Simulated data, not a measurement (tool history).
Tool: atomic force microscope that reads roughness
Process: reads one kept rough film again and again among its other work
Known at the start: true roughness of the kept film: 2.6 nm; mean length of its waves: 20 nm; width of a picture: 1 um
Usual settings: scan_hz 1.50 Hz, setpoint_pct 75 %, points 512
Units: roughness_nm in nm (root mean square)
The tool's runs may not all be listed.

run,hour,scan_hz,setpoint_pct,points,roughness_nm
1,0.0,1.50,75,512,1.958
2,6.6,1.50,75,512,1.914
3,17.2,1.50,75,512,1.856
4,23.5,1.50,75,512,1.832
5,34.5,1.50,75,512,1.789
6,44.1,1.50,75,512,1.731
7,53.7,1.50,75,512,1.702
8,60.9,1.50,75,512,1.657
9,69.8,1.39,75,512,1.632
# hour 81.2: new tip fitted
10,81.5,1.39,75,512,1.958
11,88.2,1.50,58,512,1.968
12,95.6,1.50,55,512,1.946
13,101.3,1.50,55,512,1.919
14,113.3,1.50,55,512,1.860
15,124.2,2.13,75,512,1.719
16,132.4,2.13,75,512,1.689
17,140.9,2.13,75,512,1.651
18,151.8,0.68,62,762,1.705
19,157.5,0.59,78,979,1.669
# hour 162.0: new tip fitted
20,170.6,0.59,78,979,1.915

Run 21 comes next. What will it give?
21,181.7,0.59,76,704,?

roughness_nm: 1.874 nm (root mean square)
Without the tool's hidden state the same run would have given roughness_nm 2.022 nm (root mean square).
